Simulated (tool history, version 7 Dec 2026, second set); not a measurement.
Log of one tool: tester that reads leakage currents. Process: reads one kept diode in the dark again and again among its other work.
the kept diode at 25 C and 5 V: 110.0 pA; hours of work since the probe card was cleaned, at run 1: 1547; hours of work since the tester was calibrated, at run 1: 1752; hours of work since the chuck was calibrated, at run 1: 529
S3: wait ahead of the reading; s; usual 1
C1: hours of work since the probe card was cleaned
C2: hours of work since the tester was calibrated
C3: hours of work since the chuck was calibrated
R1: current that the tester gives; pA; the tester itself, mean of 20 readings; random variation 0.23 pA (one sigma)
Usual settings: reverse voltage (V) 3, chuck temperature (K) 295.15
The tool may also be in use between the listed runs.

Run 1, hour 0: usual settings; C1 1547; C2 1752; C3 529. Result: R1 73.62 pA.
Run 2, hour 75.8: usual settings; C1 1594; C2 1799; C3 576. Result: R1 73.3 pA.
Run 3, hour 127.9: usual settings; C1 1627; C2 1832; C3 609. Result: R1 73.52 pA.
Run 4, hour 207.1: usual settings; C1 1676; C2 1881; C3 658. Result: R1 73.41 pA.
Run 5, hour 251.2: usual settings; C1 1704; C2 1909; C3 686. Result: R1 73.45 pA.
At hour 306: chuck's temperature calibrated.
Run 6, hour 325.3: usual settings; C1 1749; C2 1954; C3 12. Result: R1 73.5 pA.
Run 7, hour 390.4: usual settings but chuck temperature (K) 314.15; C1 1789; C2 1995; C3 53. Result: R1 320.21 pA.
Run 8, hour 439.3: usual settings but chuck temperature (K) 314.15; C1 1820; C2 2025; C3 83. Result: R1 321.27 pA.
Run 9, hour 522.7: usual settings but chuck temperature (K) 314.15; C1 1872; C2 2077; C3 135. Result: R1 319.71 pA.
Run 10, hour 590.1: usual settings but chuck temperature (K) 314.15; C1 1914; C2 2119; C3 177. Result: R1 321.44 pA.
Run 11, hour 627: usual settings but chuck temperature (K) 314.15; C1 1937; C2 2142; C3 201. Result: R1 319.97 pA.
Run 12, hour 689.4: usual settings but chuck temperature (K) 314.15; C1 1976; C2 2181; C3 240. Result: R1 320.16 pA.
Run 13, hour 766: usual settings but reverse voltage (V) 2.47; C1 2024; C2 2229; C3 287. Result: R1 68.89 pA.
Run 14, hour 853.8: usual settings but reverse voltage (V) 2.47; C1 2079; C2 2284; C3 342. Result: R1 68.91 pA.
Run 15, hour 912.9: usual settings but S3 6.71 s; C1 2116; C2 2321; C3 379. Result: R1 73.07 pA.
Run 16, hour 997.2: usual settings; C1 2168; C2 2374; C3 432. Result: R1 73.11 pA.
Run 17, hour 1067.9: usual settings but reverse voltage (V) 2.98; C1 2213; C2 2418; C3 476. Result: R1 73.45 pA.
Run 18, hour 1154.4: usual settings but reverse voltage (V) 2.98; C1 2267; C2 2472; C3 530. Result: R1 73.07 pA.
Run 19, hour 1234.8: usual settings but reverse voltage (V) 2.98; C1 2317; C2 2522; C3 580. Result: R1 73.35 pA.
Run 20, hour 1302.6: usual settings but reverse voltage (V) 2.98; C1 2359; C2 2564; C3 623. Result: R1 73.27 pA.
Run 21, hour 1380.4: usual settings but reverse voltage (V) 1.5, chuck temperature (K) 303.15; C1 2408; C2 2613; C3 671. Result: R1 110.62 pA.
Run 22, hour 1449.8: usual settings but reverse voltage (V) 1.5, chuck temperature (K) 303.15; C1 2451; C2 2656; C3 715. Result: R1 111.31 pA.
At hour 1457: chuck's temperature calibrated.
Run 23, hour 1510.6: usual settings but reverse voltage (V) 1.5, chuck temperature (K) 303.15; C1 2488; C2 2693; C3 34. Result: R1 111.45 pA.
Run 24, hour 1579.7: usual settings but chuck temperature (K) 312.15, S3 0.48 s; C1 2531; C2 2736; C3 77. Result: R1 277.22 pA.
Run 25, hour 1646.1: usual settings but reverse voltage (V) 12.96, chuck temperature (K) 304.15; C1 2573; C2 2778; C3 118. Result: R1 244.21 pA.
Run 26, hour 1710.6: usual settings but reverse voltage (V) 1.98, S3 0.47 s; C1 2613; C2 2818; C3 158. Result: R1 64.49 pA.
Run 27, hour 1774.1: usual settings but reverse voltage (V) 7.08, chuck temperature (K) 307.15, S3 0.79 s; C1 2653; C2 2858; C3 198. Result: R1 251.64 pA.
Run 28, hour 1849.5: usual settings but reverse voltage (V) 7.08, chuck temperature (K) 307.15, S3 0.79 s; C1 2700; C2 2905; C3 245. Result: R1 251.9 pA.
Run 29, hour 1933: usual settings but chuck temperature (K) 294.15, S3 0.55 s; C1 2752; C2 2957; C3 297. Result: R1 67.91 pA.
Run 30, hour 2015.5: usual settings but reverse voltage (V) 19.5, S3 6.29 s; C1 2803; C2 3009; C3 349. Result: R1 135.02 pA.
Run 31, hour 2071.7: usual settings but reverse voltage (V) 19.5, S3 6.29 s; C1 2838; C2 3044; C3 384. Result: R1 135.31 pA.
Run 32, hour 2119: usual settings but reverse voltage (V) 19.5, S3 6.29 s; C1 2868; C2 3073; C3 414. Result: R1 135.39 pA.
Run 33, hour 2173.4: usual settings but reverse voltage (V) 19.5, S3 6.29 s; C1 2902; C2 3107; C3 448. Result: R1 135.34 pA.

Forecast run 34:
Run 34, hour 2213.1: usual settings but chuck temperature (K) 332.15; C1 2927; C2 3132; C3 472. Result: R1 ?.

Run 34 gave R1 1116.1 pA.
Without the tool's hidden state the same run would have given R1 1115.78 pA.
